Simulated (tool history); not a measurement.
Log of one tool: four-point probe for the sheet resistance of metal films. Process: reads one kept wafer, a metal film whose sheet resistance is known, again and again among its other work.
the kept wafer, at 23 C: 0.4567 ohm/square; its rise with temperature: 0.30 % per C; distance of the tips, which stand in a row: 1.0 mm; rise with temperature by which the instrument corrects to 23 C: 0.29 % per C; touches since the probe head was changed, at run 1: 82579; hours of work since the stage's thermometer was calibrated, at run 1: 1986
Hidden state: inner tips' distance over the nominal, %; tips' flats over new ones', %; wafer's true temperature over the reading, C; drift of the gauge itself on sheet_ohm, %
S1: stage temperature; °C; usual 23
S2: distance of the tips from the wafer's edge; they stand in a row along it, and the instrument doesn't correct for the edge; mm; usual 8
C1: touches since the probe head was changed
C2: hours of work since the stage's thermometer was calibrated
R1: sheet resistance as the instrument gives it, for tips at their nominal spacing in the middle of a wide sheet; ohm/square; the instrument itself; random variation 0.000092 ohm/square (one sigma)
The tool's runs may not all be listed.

run	day	S1	S2	C1	C2	R1
1	0	23	8	82579	1986	0.460476
2	3.954	23	3	85903	2030	0.482341
3	8.854	29	8	90026	2084	0.460746
4	11.162	24	8	91968	2110	0.460382
5	15.733	24	8	95812	2160	0.460581
6	18.562	33	8	98191	2192	0.460713
7	22.542	23	8	101536	2236	0.460592
# day 24.729: stage's thermometer calibrated
8	26.85	23	8	105145	24	0.460503
9	31.421	23	8	108988	74	0.460545
10	33.888	23	8	111063	101	0.460456
11	36.662	23	8	113396	132	0.460346
12	40.65	27	8	116748	176	0.460582
13	43.438	27	8	119093	207	0.460529
14	47.162	27	8	122227	249	0.460445
15	49.908	27	8	124534	279	0.46058
16	53.992	27	8	127970	324	0.460579
17	56.4	27	8	129995	351	0.460592
18	61.188	29	3	134023	404	0.482431
19	64.012	29	23	136396	435	0.45716
20	66.058	33	11	138118	458	0.458856
21	70.004	23	38	141438	502	0.45678
22	72.4	22	5	143453	528	0.466146
23	76.338	32	21	146763	572	0.457148
24	81.042	26	8	150719	624	0.460531
25	83.383	22	9	152688	650	0.459573
26	86.404	28	66	155228	683	0.456718
27	88.746	21	8	157200	709	0.460385
28	93.746	29	25	161405	765	0.45719
29	96.488	28	25	163711	795	0.457076

Forecast each of these 5 alternatives for the next run:
A	100.429	33	21	167024	839	?
B	100.429	21	8	167024	839	?
C	100.429	19	4	167024	839	?
D	100.429	23	6	167024	839	?
E	100.429	28	64	167024	839	?

run	R1
A	0.457431
B	0.460393
C	0.471203
D	0.463234
E	0.456765
Without the tool's hidden state the same runs would have given:
run	R1
A	0.457528
B	0.460491
C	0.471302
D	0.463332
E	0.456862
